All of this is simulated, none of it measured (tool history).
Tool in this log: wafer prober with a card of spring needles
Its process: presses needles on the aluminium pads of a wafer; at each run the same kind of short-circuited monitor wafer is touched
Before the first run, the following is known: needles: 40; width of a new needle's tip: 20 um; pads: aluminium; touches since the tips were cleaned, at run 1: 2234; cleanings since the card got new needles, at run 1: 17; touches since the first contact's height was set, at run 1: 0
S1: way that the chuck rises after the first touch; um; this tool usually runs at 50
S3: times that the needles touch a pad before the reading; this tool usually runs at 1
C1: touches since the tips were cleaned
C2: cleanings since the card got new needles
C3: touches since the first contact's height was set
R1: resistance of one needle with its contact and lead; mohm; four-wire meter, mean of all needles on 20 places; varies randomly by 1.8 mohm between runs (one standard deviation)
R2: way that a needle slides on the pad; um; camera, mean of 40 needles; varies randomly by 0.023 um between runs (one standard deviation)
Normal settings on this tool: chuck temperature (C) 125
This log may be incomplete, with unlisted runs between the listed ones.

Run 1, hour 0.0: usual settings; C1 2234; C2 17; C3 0. Result: R1 360 mohm, R2 12.33 um.
Run 2, hour 5.9: usual settings; C1 4650; C2 17; C3 2416. Result: R1 458 mohm, R2 12.34 um.
At hour 8.3: tips cleaned on abrasive film.
Run 3, hour 11.9: usual settings; C1 1438; C2 18; C3 4791. Result: R1 317 mohm, R2 12.34 um.
Run 4, hour 19.5: usual settings; C1 4548; C2 18; C3 7901. Result: R1 447 mohm, R2 12.29 um.
At hour 22.0: tips cleaned on abrasive film.
Run 5, hour 26.1: usual settings; C1 1687; C2 19; C3 10543. Result: R1 340 mohm, R2 12.32 um.
Run 6, hour 34.8: usual settings but S1 36 um, chuck temperature (C) 63, S3 2; C1 5214; C2 19; C3 14070. Result: R1 523 mohm, R2 8.89 um.
At hour 35.5: tips cleaned on abrasive film.
Run 7, hour 41.8: usual settings but chuck temperature (C) 33; C1 2543; C2 20; C3 16847. Result: R1 400 mohm, R2 12.32 um.
Run 8, hour 48.5: usual settings but chuck temperature (C) 33; C1 5274; C2 20; C3 19578. Result: R1 496 mohm, R2 12.32 um.
At hour 49.0: tips cleaned on abrasive film.
Run 9, hour 57.0: usual settings; C1 3237; C2 21; C3 23007. Result: R1 414 mohm, R2 12.34 um.
At hour 62.6: tips cleaned on abrasive film.
Run 10, hour 64.1: usual settings but S1 43 um, chuck temperature (C) 72; C1 597; C2 22; C3 25841. Result: R1 280 mohm, R2 10.52 um.

Branching from run 10: 5 alternative next runs. What would each branch give?
Run A, hour 70.8: usual settings but S1 41 um; C1 3335; C2 22; C3 28579. Result: R1 ?, R2 ?.
Run B, hour 70.8: usual settings but S1 43 um, chuck temperature (C) 28, S3 3; C1 3335; C2 22; C3 28579. Result: R1 ?, R2 ?.
Run C, hour 70.8: usual settings but S1 40 um, chuck temperature (C) 43, S3 2; C1 3335; C2 22; C3 28579. Result: R1 ?, R2 ?.
Run D, hour 70.8: usual settings but S1 47 um, chuck temperature (C) 122; C1 3335; C2 22; C3 28579. Result: R1 ?, R2 ?.
Run E, hour 70.8: usual settings but S1 53 um, chuck temperature (C) 90, S3 2; C1 3335; C2 22; C3 28579. Result: R1 ?, R2 ?.

run   R1     R2
  A  520  10.08
  B  303  10.53
  C  412   9.78
  D  448  11.55
  E  308  13.02
With the hidden condition removed and each run's random variation left untouched, the same runs would have given:
run   R1     R2
  A  198  10.15
  B  178  10.60
  C  180   9.85
  D  194  11.62
  E  182  13.09
